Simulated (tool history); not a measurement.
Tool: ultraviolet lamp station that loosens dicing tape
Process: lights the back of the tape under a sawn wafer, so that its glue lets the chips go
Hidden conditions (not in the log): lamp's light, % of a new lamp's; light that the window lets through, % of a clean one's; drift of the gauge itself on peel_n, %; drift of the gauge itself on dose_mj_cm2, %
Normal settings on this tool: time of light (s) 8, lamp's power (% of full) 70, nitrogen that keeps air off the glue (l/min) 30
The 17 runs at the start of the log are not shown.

run,hour,time of light (s),lamp's power (% of full),nitrogen that keeps air off the glue (l/min),hours of work of the lamp,hours of work since the window was cleaned,force that peels the tape off (N),light that reached the tape (mJ/cm2)
18,374.8,6,73,30,292,9,1.214,214
19,388.4,6,73,30,299,15,1.213,208
20,420.3,6,73,30,314,30,1.269,201
21,441,6,73,30,324,40,1.26,199
22,454.9,8,80,26,330,47,0.813,291
23,488.3,9,100,18,346,62,0.613,409
24,514,8,85,30,358,74,0.704,302
25,539,8,85,30,370,86,0.723,295
26,554.1,8,85,30,377,93,0.722,299
27,584.4,8,85,30,391,107,0.74,294
28,613,8,98,30,404,121,0.618,325
29,644.8,8,98,30,419,136,0.631,321
30,669.5,8,62,52,431,147,0.974,204
31,697,8,76,42,444,160,0.852,238
32,716.4,8,88,23,453,169,0.991,274
33,738.5,8,88,23,463,180,0.974,267
34,762.8,8,82,9,475,191,1.739,252

5 options for the next run, each taken on its own from the tool as it stands now. Forecast them:
A,781.1,4,81,33,483,200,?,?
B,781.1,8,88,15,483,200,?,?
C,781.1,7,82,16,483,200,?,?
D,781.1,4,91,27,483,200,?,?
E,781.1,10,70,21,483,200,?,?

run,force that peels the tape off (N),light that reached the tape (mJ/cm2)
A,2.093,123
B,1.261,262
C,1.628,214
D,1.985,136
E,1.111,261
Stripped of hidden state, with their random variation kept, the same runs would have yielded:
run,force that peels the tape off (N),light that reached the tape (mJ/cm2)
A,1.323,194
B,0.65,414
C,0.912,340
D,1.236,216
E,0.53,414
